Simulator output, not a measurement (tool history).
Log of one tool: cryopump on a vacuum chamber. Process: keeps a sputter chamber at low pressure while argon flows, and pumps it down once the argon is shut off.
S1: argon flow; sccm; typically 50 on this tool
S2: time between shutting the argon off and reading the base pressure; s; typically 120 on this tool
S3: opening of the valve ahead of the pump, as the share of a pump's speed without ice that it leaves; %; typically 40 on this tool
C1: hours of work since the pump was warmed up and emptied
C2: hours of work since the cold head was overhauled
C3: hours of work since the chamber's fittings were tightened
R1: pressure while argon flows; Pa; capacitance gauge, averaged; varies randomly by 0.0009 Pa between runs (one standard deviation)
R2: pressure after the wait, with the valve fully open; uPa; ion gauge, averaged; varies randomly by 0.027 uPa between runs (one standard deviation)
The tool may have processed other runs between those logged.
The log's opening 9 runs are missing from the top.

run,hour,S1,S2,S3,C1,C2,C3,R1,R2
10,501.1,59,113,40,763,763,18,0.2355,1.27
11,552.8,59,113,40,783,783,38,0.2368,1.3
12,620,50,120,57,810,810,65,0.1456,1.27
13,665.7,50,158,57,829,829,84,0.1451,1
14,722.4,50,120,40,852,852,106,0.202,1.29
15,762.3,50,120,40,868,868,122,0.2046,1.27
16,810.7,50,136,40,887,887,142,0.2005,1.15
17,841.4,50,136,40,899,899,154,0.2034,1.17
18,887.4,37,151,50,918,918,173,0.1236,1.14
19,930.5,38,151,55,935,935,190,0.1169,1.11

The next listed run, before its measurement:
20,980.1,38,151,55,955,955,210,?,?

For run 20 the tool returned R1 0.1163 Pa, R2 1.1 uPa.
Had the tool carried no hidden state, the very same run would have given R1 0.1041 Pa, R2 0.98 uPa.
